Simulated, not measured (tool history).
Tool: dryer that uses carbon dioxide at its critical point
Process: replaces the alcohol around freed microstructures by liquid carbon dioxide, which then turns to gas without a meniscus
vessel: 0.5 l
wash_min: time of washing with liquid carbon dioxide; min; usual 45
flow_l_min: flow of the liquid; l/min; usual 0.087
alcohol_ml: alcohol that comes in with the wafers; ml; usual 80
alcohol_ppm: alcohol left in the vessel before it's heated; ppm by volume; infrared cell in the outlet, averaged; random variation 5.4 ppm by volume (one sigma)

Run 1, day 0: usual settings. Result: alcohol_ppm 403 ppm by volume.
Run 2, day 0.308: usual settings. Result: alcohol_ppm 139 ppm by volume.
Run 3, day 0.617: usual settings. Result: alcohol_ppm 143 ppm by volume.
Run 4, day 0.933: usual settings. Result: alcohol_ppm 143 ppm by volume.
Run 5, day 1.154: usual settings. Result: alcohol_ppm 148 ppm by volume.
Run 6, day 1.358: usual settings. Result: alcohol_ppm 151 ppm by volume.
Run 7, day 1.667: usual settings. Result: alcohol_ppm 157 ppm by volume.
Run 8, day 1.883: usual settings but wash_min 31 min. Result: alcohol_ppm 1291 ppm by volume.
Run 9, day 2.167: usual settings but wash_min 31 min. Result: alcohol_ppm 1336 ppm by volume.
Run 10, day 2.425: usual settings but wash_min 31 min, flow_l_min 0.0673 l/min. Result: alcohol_ppm 4211 ppm by volume.
Run 11, day 2.729: usual settings but wash_min 31 min, flow_l_min 0.0673 l/min. Result: alcohol_ppm 4106 ppm by volume.
Run 12, day 3.183: usual settings but wash_min 31 min, flow_l_min 0.0673 l/min. Result: alcohol_ppm 4267 ppm by volume.
Run 13, day 3.629: usual settings but wash_min 50 min, flow_l_min 0.0673 l/min. Result: alcohol_ppm 501 ppm by volume.
Run 14, day 3.871: usual settings but wash_min 50 min, flow_l_min 0.0673 l/min. Result: alcohol_ppm 513 ppm by volume.
Run 15, day 4.308: usual settings but wash_min 50 min, flow_l_min 0.0673 l/min. Result: alcohol_ppm 520 ppm by volume.
Run 16, day 4.762: usual settings but wash_min 50 min, flow_l_min 0.0673 l/min. Result: alcohol_ppm 512 ppm by volume.
Run 17, day 5.2: usual settings. Result: alcohol_ppm 203 ppm by volume.
Run 18, day 5.646: usual settings. Result: alcohol_ppm 206 ppm by volume.
Run 19, day 5.967: usual settings. Result: alcohol_ppm 226 ppm by volume.
Run 20, day 6.204: usual settings. Result: alcohol_ppm 219 ppm by volume.
Run 21, day 6.696: usual settings but wash_min 66 min, flow_l_min 0.1145 l/min, alcohol_ml 32 ml. Result: alcohol_ppm 15 ppm by volume.
Run 22, day 7.108: usual settings but wash_min 63 min, flow_l_min 0.0545 l/min, alcohol_ml 34 ml. Result: alcohol_ppm 261 ppm by volume.
Run 23, day 7.538: usual settings but wash_min 28 min, alcohol_ml 103 ml. Result: alcohol_ppm 3482 ppm by volume.
Run 24, day 7.854: usual settings but wash_min 28 min, alcohol_ml 103 ml. Result: alcohol_ppm 3633 ppm by volume.
Run 25, day 8.308: usual settings but wash_min 28 min, flow_l_min 0.0894 l/min, alcohol_ml 32 ml. Result: alcohol_ppm 1014 ppm by volume.
Run 26, day 8.696: usual settings but flow_l_min 0.0932 l/min, alcohol_ml 82 ml. Result: alcohol_ppm 168 ppm by volume.
Run 27, day 9.042: usual settings but wash_min 38 min, flow_l_min 0.0539 l/min, alcohol_ml 82 ml. Result: alcohol_ppm 6350 ppm by volume.
Run 28, day 9.408: usual settings but wash_min 38 min, flow_l_min 0.0539 l/min, alcohol_ml 82 ml. Result: alcohol_ppm 6155 ppm by volume.
Run 29, day 9.629: usual settings but wash_min 38 min, flow_l_min 0.0539 l/min, alcohol_ml 82 ml. Result: alcohol_ppm 6411 ppm by volume.
Run 30, day 10.129: usual settings but wash_min 39 min, flow_l_min 0.0539 l/min, alcohol_ml 82 ml. Result: alcohol_ppm 6024 ppm by volume.
Run 31, day 10.558: usual settings but wash_min 39 min, flow_l_min 0.0539 l/min, alcohol_ml 82 ml. Result: alcohol_ppm 6112 ppm by volume.
Run 32, day 10.804: usual settings but wash_min 39 min, flow_l_min 0.0539 l/min, alcohol_ml 82 ml. Result: alcohol_ppm 6014 ppm by volume.
Run 33, day 11.062: usual settings but wash_min 39 min, flow_l_min 0.0539 l/min, alcohol_ml 82 ml. Result: alcohol_ppm 6210 ppm by volume.
Run 34, day 11.296: usual settings but wash_min 37 min, alcohol_ml 115 ml. Result: alcohol_ppm 1315 ppm by volume.
Run 35, day 11.662: usual settings but wash_min 71 min, flow_l_min 0.0673 l/min, alcohol_ml 39 ml. Result: alcohol_ppm 66 ppm by volume.
Run 36, day 11.888: usual settings but flow_l_min 0.1368 l/min, alcohol_ml 71 ml. Result: alcohol_ppm 21 ppm by volume.
Run 37, day 12.217: usual settings but alcohol_ml 37 ml. Result: alcohol_ppm 161 ppm by volume.
Run 38, day 12.5: usual settings but alcohol_ml 32 ml. Result: alcohol_ppm 150 ppm by volume.
Run 39, day 13: usual settings but wash_min 38 min, alcohol_ml 44 ml. Result: alcohol_ppm 540 ppm by volume.
Run 40, day 13.338: usual settings but wash_min 31 min, flow_l_min 0.0894 l/min, alcohol_ml 85 ml. Result: alcohol_ppm 2263 ppm by volume.

Taken out of this log: 1 entry between the listed runs. Where each belongs, and how the hidden state differs across it:
Between runs 1 and 2: inlet filter changed (day 0.308)
  flow that reaches the vessel past the clogged filter, %: 83.9 -> 99.5; alcohol in the recycled carbon dioxide, ppm: 9.1 -> 9.3
  measured less the result without the state, alcohol_ppm: +274 -> +9 ppm by volume
